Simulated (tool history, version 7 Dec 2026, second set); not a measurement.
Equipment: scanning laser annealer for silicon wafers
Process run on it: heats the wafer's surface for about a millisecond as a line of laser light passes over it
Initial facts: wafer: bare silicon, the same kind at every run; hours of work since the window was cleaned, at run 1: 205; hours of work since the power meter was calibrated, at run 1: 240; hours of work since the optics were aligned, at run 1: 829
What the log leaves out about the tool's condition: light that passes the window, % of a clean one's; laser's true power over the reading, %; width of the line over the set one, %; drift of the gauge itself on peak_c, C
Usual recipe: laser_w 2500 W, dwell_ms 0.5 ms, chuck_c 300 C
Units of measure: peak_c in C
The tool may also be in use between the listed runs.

run,day,laser_w,dwell_ms,chuck_c,hours of work since the window was cleaned,hours of work since the power meter was calibrated,hours of work since the optics were aligned,peak_c
1,0,2500,0.5,300,205,240,829,1058
2,0.317,2500,0.5,300,210,245,833,1057
3,0.608,2500,0.5,298,214,249,838,1055
4,0.996,2500,0.5,278,219,254,843,1032
5,1.483,2500,0.5,278,226,261,850,1034
6,1.867,2500,0.5,278,232,267,856,1033
7,2.242,2500,0.5,278,237,272,861,1032
8,2.733,2500,0.5,300,244,279,868,1054
9,3.079,2500,0.5,300,249,284,873,1049
10,3.325,2500,0.5,300,253,288,876,1051
11,3.542,2500,0.5,300,256,291,879,1052
12,3.875,2500,0.351,300,261,296,884,920
13,4.15,2500,0.351,300,264,299,888,919
14,4.608,2500,0.351,300,271,306,895,918
15,5.088,2500,0.351,300,278,313,902,918
16,5.4,2500,0.351,300,282,317,906,917
17,5.696,2500,0.351,300,287,322,910,916
18,6.062,2500,0.351,300,292,327,915,915
19,6.488,2500,0.413,300,298,333,922,969
20,6.908,2500,0.5,300,304,339,928,1045
21,7.125,2571,0.5,298,307,342,931,1069
22,7.492,2571,0.5,316,312,347,936,1086

Run 23, settings as shown, results not yet in. Your forecast:
23,7.746,2695,0.43,322,316,351,939,?

peak_c: 1081 C
Without the tool's hidden state the same run would have given peak_c 1143 C.
